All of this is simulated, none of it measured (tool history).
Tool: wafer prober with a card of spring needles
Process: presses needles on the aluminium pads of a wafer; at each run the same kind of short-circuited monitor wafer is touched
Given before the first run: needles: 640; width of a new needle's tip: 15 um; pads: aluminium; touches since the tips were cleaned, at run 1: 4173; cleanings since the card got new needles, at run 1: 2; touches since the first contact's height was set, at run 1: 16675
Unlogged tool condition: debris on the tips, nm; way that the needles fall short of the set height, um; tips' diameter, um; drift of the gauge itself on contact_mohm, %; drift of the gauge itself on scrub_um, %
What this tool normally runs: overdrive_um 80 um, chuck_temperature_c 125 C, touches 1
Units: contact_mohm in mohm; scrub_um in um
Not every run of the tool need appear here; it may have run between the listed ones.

run	hour	overdrive_um	chuck_temperature_c	touches	touches since the tips were cleaned	cleanings since the card got new needles	touches since the first contact's height was set	contact_mohm	scrub_um
1	0.0	80	125	1	4173	2	16675	254	19.79
# hour 9.8: tips cleaned on abrasive film
2	14.4	80	75	1	848	3	19326	214	19.70
3	20.6	67	125	1	2003	3	20481	247	16.53
4	31.6	67	125	1	4056	3	22534	276	16.45
5	38.7	80	88	1	5385	3	23863	265	19.67
# hour 41.5: tips cleaned on abrasive film
6	50.6	80	88	1	1692	4	26048	228	19.72
7	60.5	80	88	1	3528	4	27884	247	19.71
8	70.4	80	88	1	5380	4	29736	265	19.70
# hour 74.1: tips cleaned on abrasive film
9	79.7	80	39	1	1045	5	31451	210	19.69
10	85.8	80	119	1	2176	5	32582	239	19.65
11	96.2	60	119	1	4117	5	34523	288	14.72
# hour 105.8: tips cleaned on abrasive film
12	110.7	80	125	2	914	6	37200	212	19.64
13	122.6	80	125	2	3121	6	39407	229	19.62
14	136.9	80	125	1	5786	6	42072	271	19.62
# hour 137.9: tips cleaned on abrasive film
15	150.5	80	125	1	2348	7	44579	242	19.62
16	157.0	80	95	1	3562	7	45793	246	19.59
# hour 170.1: tips cleaned on abrasive film
17	172.1	80	125	1	382	8	48581	211	19.63
18	179.1	80	125	1	1677	8	49876	230	19.59
19	188.0	80	125	1	3328	8	51527	253	19.64
# hour 202.0: tips cleaned on abrasive film
20	202.8	75	44	1	135	9	54263	196	18.34
21	209.5	63	60	2	1380	9	55508	219	15.40
22	221.7	64	31	1	3652	9	57780	272	15.57
23	228.9	64	41	1	5001	9	59129	299	15.62
# hour 233.5: tips cleaned on abrasive film
24	240.8	75	77	2	1354	10	61324	212	18.25
25	249.9	65	77	1	3043	10	63013	269	15.87
26	262.0	67	29	1	5298	10	65268	291	16.32
# hour 265.2: tips cleaned on abrasive film
27	276.9	80	92	2	2179	11	68021	222	19.54
28	289.9	80	92	2	4595	11	70437	233	19.56
# hour 297.3: tips cleaned on abrasive film
29	301.2	85	97	2	730	12	72516	203	20.75
30	313.8	85	97	2	3079	12	74865	225	20.72
31	324.7	70	26	2	5111	12	76897	242	17.01
# hour 329.7: tips cleaned on abrasive film
32	332.6	70	91	2	550	13	78348	211	17.01
33	346.7	70	91	2	3169	13	80967	235	16.94
34	356.6	92	93	1	5012	13	82810	250	22.41
# hour 361.8: tips cleaned on abrasive film
35	364.3	61	31	2	463	14	84223	202	14.77
36	372.0	70	80	3	1892	14	85652	211	17.00

Each row is a separate what-if for the run after 36, all from the same tool condition, not one after another. Results?
A	379.3	67	80	1	3251	14	87011	?	?
B	379.3	85	52	3	3251	14	87011	?	?
C	379.3	82	100	2	3251	14	87011	?	?

run	contact_mohm	scrub_um
A	263	16.26
B	206	20.70
C	227	19.99
What these runs would have given with no unlogged condition in the tool:
run	contact_mohm	scrub_um
A	193	16.63
B	187	21.06
C	197	20.35

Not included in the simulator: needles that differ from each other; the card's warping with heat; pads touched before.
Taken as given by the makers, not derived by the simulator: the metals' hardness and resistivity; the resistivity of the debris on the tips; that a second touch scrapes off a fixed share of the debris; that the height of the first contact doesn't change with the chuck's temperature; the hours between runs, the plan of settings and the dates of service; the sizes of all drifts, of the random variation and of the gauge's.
